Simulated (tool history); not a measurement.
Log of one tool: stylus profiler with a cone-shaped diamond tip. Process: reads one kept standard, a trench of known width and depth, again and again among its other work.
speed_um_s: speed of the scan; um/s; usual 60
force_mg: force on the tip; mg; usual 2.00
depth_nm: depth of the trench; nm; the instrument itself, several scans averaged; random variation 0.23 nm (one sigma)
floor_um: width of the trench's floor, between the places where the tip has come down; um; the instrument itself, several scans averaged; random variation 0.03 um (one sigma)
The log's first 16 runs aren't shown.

Run 17, hour 1233.6: usual settings but speed_um_s 134 um/s. Result: depth_nm 1015.43 nm, floor_um 23.57 um.
Run 18, hour 1288.8: usual settings but speed_um_s 134 um/s. Result: depth_nm 1015.63 nm, floor_um 23.54 um.
Run 19, hour 1368.7: usual settings but speed_um_s 134 um/s. Result: depth_nm 1015.86 nm, floor_um 23.47 um.
Run 20, hour 1414.1: usual settings but speed_um_s 134 um/s. Result: depth_nm 1015.67 nm, floor_um 23.48 um.
Run 21, hour 1517.1: usual settings but speed_um_s 134 um/s. Result: depth_nm 1015.75 nm, floor_um 23.42 um.
At hour 1526.1: height scale calibrated on a step standard.
Run 22, hour 1580.4: usual settings but speed_um_s 134 um/s. Result: depth_nm 1012.14 nm, floor_um 23.38 um.
Run 23, hour 1648.7: usual settings but force_mg 1.83 mg. Result: depth_nm 1011.61 nm, floor_um 23.51 um.
Run 24, hour 1723.5: usual settings but force_mg 1.83 mg. Result: depth_nm 1011.68 nm, floor_um 23.52 um.
Run 25, hour 1794.6: usual settings but speed_um_s 64 um/s, force_mg 1.70 mg. Result: depth_nm 1011.72 nm, floor_um 23.41 um.
Run 26, hour 1904.1: usual settings but speed_um_s 64 um/s, force_mg 1.70 mg. Result: depth_nm 1011.52 nm, floor_um 23.42 um.
Run 27, hour 1992.9: usual settings but speed_um_s 61 um/s, force_mg 5.69 mg. Result: depth_nm 1024.75 nm, floor_um 23.46 um.
Run 28, hour 2088.3: usual settings but speed_um_s 218 um/s, force_mg 3.80 mg. Result: depth_nm 1019.00 nm, floor_um 23.18 um.
Run 29, hour 2161.5: usual settings but force_mg 2.19 mg. Result: depth_nm 1013.74 nm, floor_um 23.36 um.
Run 30, hour 2237.4: usual settings but speed_um_s 80 um/s, force_mg 1.06 mg. Result: depth_nm 1008.89 nm, floor_um 23.27 um.
Run 31, hour 2337.4: usual settings but speed_um_s 38 um/s, force_mg 1.52 mg. Result: depth_nm 1011.06 nm, floor_um 23.32 um.
Run 32, hour 2391.6: usual settings but speed_um_s 38 um/s, force_mg 1.52 mg. Result: depth_nm 1011.47 nm, floor_um 23.39 um.
Run 33, hour 2443.6: usual settings but speed_um_s 48 um/s, force_mg 1.00 mg. Result: depth_nm 1009.25 nm, floor_um 23.24 um.
Run 34, hour 2515.3: usual settings but speed_um_s 48 um/s, force_mg 1.00 mg. Result: depth_nm 1009.49 nm, floor_um 23.23 um.
Run 35, hour 2626.6: usual settings but speed_um_s 48 um/s, force_mg 1.00 mg. Result: depth_nm 1009.37 nm, floor_um 23.21 um.
Run 36, hour 2724.0: usual settings but speed_um_s 35 um/s, force_mg 4.16 mg. Result: depth_nm 1021.51 nm, floor_um 23.30 um.
Run 37, hour 2782.1: usual settings but speed_um_s 35 um/s, force_mg 4.16 mg. Result: depth_nm 1021.72 nm, floor_um 23.25 um.
Run 38, hour 2829.7: usual settings but speed_um_s 35 um/s, force_mg 4.16 mg. Result: depth_nm 1022.05 nm, floor_um 23.16 um.
Run 39, hour 2882.0: usual settings but speed_um_s 35 um/s, force_mg 4.16 mg. Result: depth_nm 1021.53 nm, floor_um 23.19 um.

Forecast run 40:
Run 40, hour 2959.7: usual settings but speed_um_s 95 um/s, force_mg 1.71 mg. Result: depth_nm ?, floor_um ?.

{"run 40": {"depth_nm": 1012.93, "floor_um": 23.02}}
Without the tool's hidden state the same run would have given depth_nm 1010.36 nm, floor_um 25.80 um.
